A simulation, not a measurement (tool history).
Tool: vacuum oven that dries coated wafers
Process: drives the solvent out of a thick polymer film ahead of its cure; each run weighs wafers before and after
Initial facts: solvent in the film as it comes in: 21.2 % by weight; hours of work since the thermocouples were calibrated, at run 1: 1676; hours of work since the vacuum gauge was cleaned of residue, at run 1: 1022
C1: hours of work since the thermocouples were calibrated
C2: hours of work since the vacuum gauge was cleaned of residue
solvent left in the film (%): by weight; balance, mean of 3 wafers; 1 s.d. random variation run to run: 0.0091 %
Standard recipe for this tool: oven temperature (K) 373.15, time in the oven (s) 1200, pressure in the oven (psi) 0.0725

Run 1, hour 0.0: usual settings; C1 1676; C2 1022. Result: solvent left in the film (%) 0.577.
Run 2, hour 66.4: usual settings; C1 1724; C2 1070. Result: solvent left in the film (%) 0.572.
At hour 165.7: oven's thermocouples calibrated.
Run 3, hour 167.4: usual settings; C1 1; C2 1141. Result: solvent left in the film (%) 0.810.
Run 4, hour 263.3: usual settings; C1 70; C2 1210. Result: solvent left in the film (%) 0.799.
Run 5, hour 361.0: usual settings; C1 140; C2 1280. Result: solvent left in the film (%) 0.786.
Run 6, hour 454.7: usual settings; C1 208; C2 1348. Result: solvent left in the film (%) 0.792.
Run 7, hour 559.6: usual settings but pressure in the oven (psi) 0.1136; C1 283; C2 1423. Result: solvent left in the film (%) 0.891.
At hour 571.7: vacuum gauge cleaned of residue and calibrated.
Run 8, hour 683.7: usual settings but pressure in the oven (psi) 0.1565; C1 372; C2 81. Result: solvent left in the film (%) 0.921.
Run 9, hour 800.6: usual settings but pressure in the oven (psi) 0.1565; C1 456; C2 165. Result: solvent left in the film (%) 0.888.
Run 10, hour 867.5: usual settings but pressure in the oven (psi) 0.1565; C1 504; C2 213. Result: solvent left in the film (%) 0.885.
Run 11, hour 922.5: usual settings; C1 543; C2 252. Result: solvent left in the film (%) 0.683.
Run 12, hour 1047.8: usual settings; C1 633; C2 342. Result: solvent left in the film (%) 0.677.
Run 13, hour 1108.9: usual settings but time in the oven (s) 900, pressure in the oven (psi) 0.1355; C1 677; C2 386. Result: solvent left in the film (%) 1.522.
Run 14, hour 1222.3: usual settings but oven temperature (K) 377.15, time in the oven (s) 1260, pressure in the oven (psi) 0.0426; C1 759; C2 468. Result: solvent left in the film (%) 0.226.
Run 15, hour 1307.3: usual settings but oven temperature (K) 377.15, time in the oven (s) 1260, pressure in the oven (psi) 0.0426; C1 820; C2 529. Result: solvent left in the film (%) 0.221.
Run 16, hour 1388.9: usual settings but time in the oven (s) 1980, pressure in the oven (psi) 0.2299; C1 879; C2 588. Result: solvent left in the film (%) 0.621.
Run 17, hour 1486.9: usual settings but time in the oven (s) 1980, pressure in the oven (psi) 0.2299; C1 949; C2 658. Result: solvent left in the film (%) 0.609.
Run 18, hour 1576.0: usual settings but time in the oven (s) 1980, pressure in the oven (psi) 0.2299; C1 1013; C2 722. Result: solvent left in the film (%) 0.597.
Run 19, hour 1636.1: usual settings but oven temperature (K) 377.15, time in the oven (s) 1380, pressure in the oven (psi) 0.2450; C1 1056; C2 766. Result: solvent left in the film (%) 0.587.
Run 20, hour 1689.7: usual settings but oven temperature (K) 377.15, time in the oven (s) 1380, pressure in the oven (psi) 0.2450; C1 1095; C2 804. Result: solvent left in the film (%) 0.592.
Run 21, hour 1760.1: usual settings but oven temperature (K) 377.15, time in the oven (s) 1500, pressure in the oven (psi) 0.2161; C1 1146; C2 855. Result: solvent left in the film (%) 0.513.
Run 22, hour 1836.8: usual settings but oven temperature (K) 377.15, time in the oven (s) 1500, pressure in the oven (psi) 0.2161; C1 1201; C2 910. Result: solvent left in the film (%) 0.519.

Here are 4 independent what-if runs from the current tool condition. What would each one return?
Run A, hour 1962.4: usual settings but oven temperature (K) 364.15, time in the oven (s) 660, pressure in the oven (psi) 0.1418; C1 1291; C2 1000. Result: solvent left in the film (%) ?.
Run B, hour 1962.4: usual settings but oven temperature (K) 384.15, time in the oven (s) 1380, pressure in the oven (psi) 0.0368; C1 1291; C2 1000. Result: solvent left in the film (%) ?.
Run C, hour 1962.4: usual settings but oven temperature (K) 385.15, time in the oven (s) 1500, pressure in the oven (psi) 0.2161; C1 1291; C2 1000. Result: solvent left in the film (%) ?.
Run D, hour 1962.4: usual settings but oven temperature (K) 369.15, time in the oven (s) 600, pressure in the oven (psi) 0.0950; C1 1291; C2 1000. Result: solvent left in the film (%) ?.

run  solvent left in the film (%)
  A                         6.196
  B                         0.068
  C                         0.359
  D                         4.455
The same runs, with their run-to-run variation unchanged, on a tool lacking any hidden condition would have given:
run  solvent left in the film (%)
  A                         6.869
  B                         0.045
  C                         0.350
  D                         5.082
